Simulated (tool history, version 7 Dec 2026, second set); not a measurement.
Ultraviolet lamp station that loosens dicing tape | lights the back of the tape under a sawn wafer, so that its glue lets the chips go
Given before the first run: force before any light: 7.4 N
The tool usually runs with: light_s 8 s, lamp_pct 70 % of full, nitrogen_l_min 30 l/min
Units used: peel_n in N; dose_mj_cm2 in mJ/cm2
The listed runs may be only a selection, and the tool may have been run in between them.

run,hour,light_s,lamp_pct,nitrogen_l_min,peel_n,dose_mj_cm2
1,0.0,8,70,30,1.174,341
2,17.4,8,70,30,1.185,341
3,33.8,12,70,30,0.538,507
4,49.3,8,70,30,1.213,333
# hour 50.6: window cleaned of glue's vapour
5,62.8,8,70,30,1.349,321
6,80.7,8,70,30,1.349,319

Run 7 is up next; what results do you expect?
7,96.0,10,70,25,?,?

peel_n: 1.011 N
dose_mj_cm2: 391 mJ/cm2
On a tool with no hidden condition, and with the same random variation, this run would have come out at peel_n 0.722 N, dose_mj_cm2 462 mJ/cm2.

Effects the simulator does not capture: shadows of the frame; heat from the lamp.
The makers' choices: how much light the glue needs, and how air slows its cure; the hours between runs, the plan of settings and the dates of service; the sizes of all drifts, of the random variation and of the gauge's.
